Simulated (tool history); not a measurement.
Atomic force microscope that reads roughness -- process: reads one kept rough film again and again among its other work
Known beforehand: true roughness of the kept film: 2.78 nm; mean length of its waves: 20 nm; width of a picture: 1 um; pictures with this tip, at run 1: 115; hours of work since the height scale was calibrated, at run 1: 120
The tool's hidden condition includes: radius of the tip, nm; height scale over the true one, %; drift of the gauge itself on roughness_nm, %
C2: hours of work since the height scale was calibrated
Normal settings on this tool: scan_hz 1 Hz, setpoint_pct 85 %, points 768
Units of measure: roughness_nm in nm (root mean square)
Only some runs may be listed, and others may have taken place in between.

{"run": 1, "day": 0.0, "scan_hz": 1, "setpoint_pct": 85, "points": 768, "pictures with this tip": 115, "C2": 120, "roughness_nm": 1.833}
{"run": 2, "day": 1.221, "scan_hz": 1, "setpoint_pct": 85, "points": 768, "pictures with this tip": 186, "C2": 143, "roughness_nm": 1.735}
{"run": 3, "day": 2.075, "scan_hz": 1, "setpoint_pct": 85, "points": 768, "pictures with this tip": 235, "C2": 159, "roughness_nm": 1.696}
{"day": 2.475, "done": "new tip fitted"}
{"run": 4, "day": 3.017, "scan_hz": 1, "setpoint_pct": 85, "points": 768, "pictures with this tip": 32, "C2": 176, "roughness_nm": 1.973}
{"run": 5, "day": 3.808, "scan_hz": 1, "setpoint_pct": 85, "points": 768, "pictures with this tip": 78, "C2": 191, "roughness_nm": 1.911}
{"run": 6, "day": 5.333, "scan_hz": 1, "setpoint_pct": 85, "points": 709, "pictures with this tip": 166, "C2": 219, "roughness_nm": 1.787}
{"day": 6.817, "done": "new tip fitted"}
{"run": 7, "day": 6.958, "scan_hz": 1, "setpoint_pct": 85, "points": 709, "pictures with this tip": 8, "C2": 248, "roughness_nm": 2.011}
{"run": 8, "day": 8.712, "scan_hz": 1, "setpoint_pct": 85, "points": 395, "pictures with this tip": 110, "C2": 281, "roughness_nm": 1.817}
{"run": 9, "day": 10.321, "scan_hz": 1, "setpoint_pct": 85, "points": 395, "pictures with this tip": 204, "C2": 311, "roughness_nm": 1.701}
{"day": 11.196, "done": "new tip fitted"}
{"run": 10, "day": 11.654, "scan_hz": 1, "setpoint_pct": 85, "points": 768, "pictures with this tip": 27, "C2": 335, "roughness_nm": 1.977}
{"run": 11, "day": 12.496, "scan_hz": 1, "setpoint_pct": 85, "points": 269, "pictures with this tip": 76, "C2": 350, "roughness_nm": 1.849}
{"run": 12, "day": 13.708, "scan_hz": 1, "setpoint_pct": 85, "points": 269, "pictures with this tip": 146, "C2": 373, "roughness_nm": 1.754}
{"run": 13, "day": 14.479, "scan_hz": 1, "setpoint_pct": 85, "points": 269, "pictures with this tip": 191, "C2": 387, "roughness_nm": 1.683}
{"run": 14, "day": 15.362, "scan_hz": 1, "setpoint_pct": 85, "points": 269, "pictures with this tip": 242, "C2": 404, "roughness_nm": 1.614}
{"day": 15.479, "done": "height scale calibrated on a step standard"}
{"day": 15.6, "done": "new tip fitted"}
{"run": 15, "day": 16.229, "scan_hz": 1, "setpoint_pct": 85, "points": 768, "pictures with this tip": 37, "C2": 14, "roughness_nm": 1.961}
{"run": 16, "day": 17.95, "scan_hz": 1, "setpoint_pct": 89, "points": 768, "pictures with this tip": 137, "C2": 45, "roughness_nm": 1.76}
{"run": 17, "day": 19.554, "scan_hz": 1, "setpoint_pct": 89, "points": 768, "pictures with this tip": 230, "C2": 75, "roughness_nm": 1.66}
{"day": 19.921, "done": "new tip fitted"}
{"run": 18, "day": 20.958, "scan_hz": 1, "setpoint_pct": 89, "points": 768, "pictures with this tip": 60, "C2": 101, "roughness_nm": 1.887}
{"run": 19, "day": 22.371, "scan_hz": 1, "setpoint_pct": 73, "points": 731, "pictures with this tip": 142, "C2": 127, "roughness_nm": 1.85}
{"run": 20, "day": 23.733, "scan_hz": 1, "setpoint_pct": 73, "points": 731, "pictures with this tip": 221, "C2": 152, "roughness_nm": 1.759}
{"day": 24.308, "done": "new tip fitted"}
{"run": 21, "day": 24.921, "scan_hz": 1, "setpoint_pct": 73, "points": 731, "pictures with this tip": 35, "C2": 174, "roughness_nm": 2.031}
{"day": 25.258, "done": "height scale calibrated on a step standard, once more"}
{"run": 22, "day": 26.075, "scan_hz": 1, "setpoint_pct": 73, "points": 731, "pictures with this tip": 100, "C2": 15, "roughness_nm": 1.922}
{"run": 23, "day": 27.854, "scan_hz": 1, "setpoint_pct": 73, "points": 731, "pictures with this tip": 203, "C2": 48, "roughness_nm": 1.767}
{"day": 28.692, "done": "new tip fitted"}
{"run": 24, "day": 29.658, "scan_hz": 1, "setpoint_pct": 56, "points": 768, "pictures with this tip": 57, "C2": 81, "roughness_nm": 2.021}
{"run": 25, "day": 31.046, "scan_hz": 1.75, "setpoint_pct": 64, "points": 363, "pictures with this tip": 137, "C2": 107, "roughness_nm": 1.808}
{"run": 26, "day": 32.55, "scan_hz": 1.75, "setpoint_pct": 89, "points": 789, "pictures with this tip": 224, "C2": 135, "roughness_nm": 1.568}
{"day": 33.012, "done": "new tip fitted"}
{"run": 27, "day": 33.788, "scan_hz": 1, "setpoint_pct": 89, "points": 329, "pictures with this tip": 45, "C2": 157, "roughness_nm": 1.907}
{"run": 28, "day": 34.754, "scan_hz": 1, "setpoint_pct": 65, "points": 271, "pictures with this tip": 101, "C2": 175, "roughness_nm": 1.903}
{"run": 29, "day": 36.383, "scan_hz": 1.57, "setpoint_pct": 87, "points": 403, "pictures with this tip": 196, "C2": 205, "roughness_nm": 1.657}
{"day": 37.438, "done": "new tip fitted"}
{"run": 30, "day": 37.762, "scan_hz": 1.68, "setpoint_pct": 85, "points": 872, "pictures with this tip": 19, "C2": 230, "roughness_nm": 1.926}
{"run": 31, "day": 38.733, "scan_hz": 1, "setpoint_pct": 82, "points": 768, "pictures with this tip": 75, "C2": 248, "roughness_nm": 1.918}
{"run": 32, "day": 40.496, "scan_hz": 1.51, "setpoint_pct": 85, "points": 522, "pictures with this tip": 177, "C2": 281, "roughness_nm": 1.711}
{"day": 41.771, "done": "new tip fitted"}
{"run": 33, "day": 42.021, "scan_hz": 2.64, "setpoint_pct": 69, "points": 309, "pictures with this tip": 15, "C2": 309, "roughness_nm": 1.954}

3 ways to go on from here, each from the tool as it stands after run 33. What would each give?
{"run": "A", "day": 43.467, "scan_hz": 1.18, "setpoint_pct": 89, "points": 624, "pictures with this tip": 99, "C2": 335, "roughness_nm": "?"}
{"run": "B", "day": 43.467, "scan_hz": 2.75, "setpoint_pct": 82, "points": 309, "pictures with this tip": 99, "C2": 335, "roughness_nm": "?"}
{"run": "C", "day": 43.467, "scan_hz": 2.05, "setpoint_pct": 69, "points": 309, "pictures with this tip": 99, "C2": 335, "roughness_nm": "?"}

run=A roughness_nm=1.825
run=B roughness_nm=1.683
run=C roughness_nm=1.833
Take away the tool's hidden state, keep each run's random variation, and the runs would have read:
run=A roughness_nm=1.982
run=B roughness_nm=1.827
run=C roughness_nm=1.99
